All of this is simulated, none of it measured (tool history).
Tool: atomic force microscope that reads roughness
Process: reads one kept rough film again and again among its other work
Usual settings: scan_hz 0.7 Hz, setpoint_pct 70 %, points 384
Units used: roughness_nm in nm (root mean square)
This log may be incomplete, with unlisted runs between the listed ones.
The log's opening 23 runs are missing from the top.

run,hour,scan_hz,setpoint_pct,points,pictures with this tip,hours of work since the height scale was calibrated,roughness_nm
24,168.2,0.656,68,706,16,389,1.777
25,173.7,0.656,68,706,26,392,1.749
26,177.9,0.656,87,706,34,395,1.638
27,184.8,0.656,87,706,46,400,1.606
28,189.6,0.656,87,706,55,403,1.593
29,198.4,0.656,87,706,70,409,1.575
30,206.2,1.123,75,730,84,415,1.536
31,215.8,3.972,77,347,102,421,1.197
32,223.9,3.462,57,268,116,427,1.434
33,230.2,1.472,63,395,127,431,1.497
34,238.5,1.947,74,395,142,437,1.358
35,246.7,1.947,74,395,157,442,1.341
36,251.2,1.947,74,395,165,445,1.327
37,256.4,1.947,74,395,174,449,1.314
38,262.3,1.947,74,395,185,453,1.298
39,269.8,1.166,71,795,199,458,1.391
40,274.3,0.7,82,790,207,461,1.37
41,278.7,0.541,70,384,215,464,1.4
42,282.9,1.134,70,442,222,467,1.342
43,291.1,2.361,70,384,237,473,1.247

What if the next run were any one of these 5? Each begins from the tool's condition after run 43:
A,296.2,0.95,70,468,246,476,?
B,296.2,2.05,70,389,246,476,?
C,296.2,0.7,70,723,246,476,?
D,296.2,0.929,60,286,246,476,?
E,296.2,2.361,70,287,246,476,?

run,roughness_nm
A,1.347
B,1.256
C,1.374
D,1.364
E,1.206
With no hidden state in the tool, these same runs would have given:
run,roughness_nm
A,1.801
B,1.682
C,1.841
D,1.825
E,1.616

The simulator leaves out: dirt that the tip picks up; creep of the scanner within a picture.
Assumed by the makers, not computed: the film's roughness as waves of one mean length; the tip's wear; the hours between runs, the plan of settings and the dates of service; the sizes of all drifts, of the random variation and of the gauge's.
